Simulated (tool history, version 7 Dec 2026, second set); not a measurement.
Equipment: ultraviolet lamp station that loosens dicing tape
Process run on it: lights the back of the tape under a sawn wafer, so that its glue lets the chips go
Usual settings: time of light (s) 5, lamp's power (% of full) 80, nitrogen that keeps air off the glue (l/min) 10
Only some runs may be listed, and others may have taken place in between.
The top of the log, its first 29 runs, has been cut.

run   hour  time of light (s)  lamp's power (% of full)  nitrogen that keeps air off the glue (l/min)  hours of work of the lamp  hours of work since the window was cleaned  force that peels the tape off (N)  light that reached the tape (mJ/cm²)
 30  483.7                  5                        86                                             8                        641                                         132                              1.262                                   272
 31  503.0                  5                        93                                             3                        653                                         145                              2.206                                   290
 32  516.5                  5                        68                                             4                        662                                         153                              2.779                                   212
 33  528.0                  5                        68                                            12                        669                                         161                              1.419                                   214
 34  544.0                  5                        68                                            12                        680                                         171                              1.449                                   212
 35  565.5                  5                        89                                             3                        694                                         185                              2.393                                   281
 36  579.1                  5                        80                                            10                        703                                         194                              1.308                                   244
 37  589.8                  5                        80                                            14                        709                                         201                              1.008                                   244
 38  607.0                  8                        90                                            11                        721                                         212                              0.341                                   434
 39  631.4                  8                        90                                            11                        736                                         228                              0.338                                   432
 40  644.7                  8                        90                                            11                        745                                         237                              0.335                                   434
     657.5  -- window cleaned of glue's vapour
 41  659.8                  8                        90                                            11                        755                                           1                              0.302                                   461
 42  676.2                  5                        63                                             7                        765                                          12                              2.202                                   197
 43  698.0                  3                        62                                             7                        779                                          26                              3.728                                   115

Forecast each of these 4 alternatives for the next run:
  A  711.1                  5                        89                                            10                        788                                          35                                  ?                                     ?
  B  711.1                  3                        87                                             7                        788                                          35                                  ?                                     ?
  C  711.1                  5                        67                                            19                        788                                          35                                  ?                                     ?
  D  711.1                  6                        64                                             5                        788                                          35                                  ?                                     ?

run  force that peels the tape off (N)  light that reached the tape (mJ/cm²)
  A                              1.005                                   277
  B                              2.774                                   159
  C                              1.118                                   208
  D                              2.195                                   237
Had the tool no hidden state, the same runs would have come out as:
run  force that peels the tape off (N)  light that reached the tape (mJ/cm²)
  A                              0.574                                   361
  B                              2.035                                   207
  C                              0.651                                   271
  D                              1.490                                   309
